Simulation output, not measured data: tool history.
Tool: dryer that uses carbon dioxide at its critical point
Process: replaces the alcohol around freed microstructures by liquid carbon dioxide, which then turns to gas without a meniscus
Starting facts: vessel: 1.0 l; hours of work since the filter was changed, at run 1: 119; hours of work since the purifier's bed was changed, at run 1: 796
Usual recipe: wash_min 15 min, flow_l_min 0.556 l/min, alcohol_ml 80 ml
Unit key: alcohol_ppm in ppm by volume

| run | hour | wash_min | flow_l_min | alcohol_ml | hours of work since the filter was changed | hours of work since the purifier's bed was changed | alcohol_ppm |
|---|---|---|---|---|---|---|---|
| 1 | 0 | 15 | 0.556 | 80 | 119 | 796 | 159 |
| 2 | 26.4 | 15 | 0.556 | 80 | 141 | 818 | 155 |
| 3 | 51.9 | 15 | 0.556 | 80 | 161 | 838 | 166 |
| 4 | 82.6 | 11 | 0.556 | 80 | 185 | 863 | 577 |
| 5 | 102.4 | 11 | 0.556 | 80 | 201 | 878 | 595 |
| 6 | 122 | 10 | 0.556 | 80 | 217 | 894 | 931 |
| 7 | 156.1 | 10 | 0.556 | 80 | 244 | 921 | 964 |
| 8 | 194.5 | 10 | 0.556 | 80 | 275 | 952 | 1002 |
| 9 | 237.5 | 10 | 0.556 | 80 | 309 | 986 | 1064 |
| 10 | 263.4 | 10 | 0.556 | 80 | 330 | 1007 | 1079 |
| 11 | 282 | 15 | 0.556 | 80 | 345 | 1022 | 241 |
| 12 | 301.9 | 15 | 0.556 | 80 | 361 | 1038 | 234 |
| 13 | 338.1 | 15 | 0.556 | 80 | 390 | 1067 | 245 |
| 14 | 364.6 | 15 | 0.556 | 80 | 411 | 1088 | 259 |
| 15 | 389.3 | 15 | 0.748 | 80 | 431 | 1108 | 146 |
| 16 | 420.6 | 15 | 0.748 | 80 | 456 | 1133 | 149 |
|  | 455.2 | purifier's bed changed |
| 17 | 467.7 | 15 | 0.556 | 80 | 491 | 10 | 157 |
| 18 | 510 | 15 | 0.556 | 80 | 525 | 44 | 184 |
| 19 | 528.8 | 15 | 0.556 | 80 | 540 | 59 | 171 |
| 20 | 555.1 | 15 | 0.556 | 56 | 561 | 80 | 136 |
|  | 565.8 | inlet filter changed |
| 21 | 586.2 | 15 | 0.556 | 84 | 16 | 104 | 70 |
| 22 | 629.6 | 15 | 0.556 | 84 | 51 | 139 | 77 |
| 23 | 665.5 | 15 | 0.556 | 84 | 80 | 167 | 86 |
| 24 | 707.8 | 10 | 0.556 | 70 | 113 | 201 | 625 |
| 25 | 744.7 | 10 | 0.556 | 70 | 143 | 231 | 678 |
| 26 | 768.6 | 10 | 0.556 | 70 | 162 | 250 | 693 |
| 27 | 795 | 20 | 0.793 | 55 | 183 | 271 | 40 |
| 28 | 833.7 | 11 | 0.721 | 47 | 214 | 302 | 105 |
| 29 | 853.2 | 18 | 0.549 | 48 | 230 | 317 | 49 |
| 30 | 891 | 12 | 0.348 | 28 | 260 | 348 | 983 |
| 31 | 926.4 | 12 | 0.348 | 49 | 288 | 376 | 1718 |
| 32 | 964.9 | 10 | 0.842 | 29 | 319 | 407 | 83 |
| 33 | 1001.6 | 11 | 0.842 | 92 | 348 | 436 | 113 |
| 34 | 1031.3 | 11 | 0.842 | 92 | 372 | 460 | 124 |
| 35 | 1060.2 | 13 | 0.556 | 22 | 395 | 483 | 137 |
| 36 | 1083.3 | 11 | 0.776 | 22 | 414 | 501 | 92 |
| 37 | 1110.2 | 12 | 0.515 | 21 | 435 | 523 | 242 |
| 38 | 1143.9 | 23 | 0.448 | 22 | 462 | 550 | 72 |
| 39 | 1167 | 23 | 0.448 | 22 | 480 | 568 | 83 |
| 40 | 1186.8 | 13 | 0.655 | 37 | 496 | 584 | 126 |
| 41 | 1205.5 | 9 | 0.556 | 80 | 511 | 599 | 1967 |
| 42 | 1230.9 | 15 | 0.388 | 34 | 532 | 619 | 532 |
| 43 | 1269.4 | 9 | 0.556 | 115 | 562 | 650 | 3091 |
|  | 1281 | inlet filter changed |
| 44 | 1290.4 | 9 | 0.556 | 115 | 8 | 666 | 1434 |
| 45 | 1321.7 | 10 | 0.556 | 115 | 33 | 691 | 1004 |
| 46 | 1351.7 | 12 | 0.714 | 74 | 57 | 715 | 130 |

Branching from run 46: 3 alternative next runs. What would each branch give?
| A | 1393.4 | 12 | 0.574 | 74 | 90 | 748 | ? |
| B | 1393.4 | 17 | 0.395 | 21 | 90 | 748 | ? |
| C | 1393.4 | 12 | 0.385 | 74 | 90 | 748 | ? |

| run | alcohol_ppm |
|---|---|
| A | 271 |
| B | 150 |
| C | 1462 |
Stripped of hidden state, with their random variation kept, the same runs would have yielded:
| run | alcohol_ppm |
|---|---|
| A | 154 |
| B | 55 |
| C | 1211 |

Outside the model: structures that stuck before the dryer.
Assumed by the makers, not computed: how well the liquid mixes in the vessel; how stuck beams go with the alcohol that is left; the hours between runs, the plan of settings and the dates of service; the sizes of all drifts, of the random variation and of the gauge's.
